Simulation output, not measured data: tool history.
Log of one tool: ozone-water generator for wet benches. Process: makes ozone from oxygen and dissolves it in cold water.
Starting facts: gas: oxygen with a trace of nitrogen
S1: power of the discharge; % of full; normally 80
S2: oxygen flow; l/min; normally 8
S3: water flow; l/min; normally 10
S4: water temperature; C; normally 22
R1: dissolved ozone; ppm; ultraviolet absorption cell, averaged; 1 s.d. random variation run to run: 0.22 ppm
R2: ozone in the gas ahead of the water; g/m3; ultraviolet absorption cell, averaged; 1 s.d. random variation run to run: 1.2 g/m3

run    hour  S1    S2  S3  S4    R1     R2
  1       0  80     8  10  22  33.4  210.4
  2    69.3  80     8  10  22  33.8  210.8
  3   112.7  80     8  10  22  33.5  210.1
  4   147.6  80     8  11  22  31.4  210.7
  5   203.2  80     8  13  22  28.2  213.2
  6   238.8  80     8  13  22    28  211.1
  7   273.1  80     8  10  22  33.2  211.3
  8   339.4  80     8  10  22    33  214.2
      377.3  -- water thermometer calibrated
  9   382.5  80     8  10  22  34.1  211.4
 10   425.5  80     8  10  22  33.6  214.4
 11   498.1  80  4.74  10  22  33.8    254
 12   552.3  91     8  10  22  37.1  239.8
 13   611.2  91     8  10  22  37.2  235.8
 14     689  91     8  10  22  37.3  237.8
 15   752.1  91  5.03  10  22  37.6  277.9
 16   813.5  43  5.03  11  22  18.9  150.3
 17   872.2  93  4.95   8  27  39.5  285.6
 18   909.6  93  4.95   8  27  39.1  284.5
      942.2  -- gauge calibrated
 19   974.7  93  4.95   8  27  38.9    279
 20  1024.9  93  4.95   8  27  39.6  280.4
 21  1074.4  93  4.95   8  27  39.2  278.7
 22  1153.2  42  6.31  13  28  14.7  134.5
 23  1233.8  42  6.58  13  28  14.8  134.6
 24  1287.6  42  6.58  10  28  17.1  135.6
 25  1343.5  42  6.58  10  28  17.6  133.6
 26  1408.1  96  7.16  15  29    25  257.4
 27  1463.7  96  7.16   8  14  53.6  256.5
 28  1541.5  47  5.83  10  22  21.9  154.7
 29  1592.6  97  8.54  10  16  44.9  244.7

Selected run-to-run steps in R2, each split into two signed amounts: the part the tool would show with no hidden state at all (from settings, incoming material and random variation), and the remainder, which goes to the hidden state together with any gauge scatter not common to the measured and the hidden-state-free results:
Unlogged tool condition in this case: yield of the discharge, % of new electrodes'; contactor's efficiency, % of a clean one's; true water temperature over the reading, C; drift of the gauge itself on ozone_ppm, %; drift of the gauge itself on gas_g_m3, %.
Run 16 -> 17: S1 43 -> 93, S2 5.03 -> 4.95, S3 11 -> 8, S4 22 -> 27. R2 +135.3 g/m3: hidden state +3.6, all else +131.7.
Run 18 -> 19: gauge calibrated. R2 -5.5 g/m3: hidden state -7.6, all else +2.1.
Run 21 -> 22: S1 93 -> 42, S2 4.95 -> 6.31, S3 8 -> 13, S4 27 -> 28. R2 -144.2 g/m3: hidden state -0.2, all else -144.
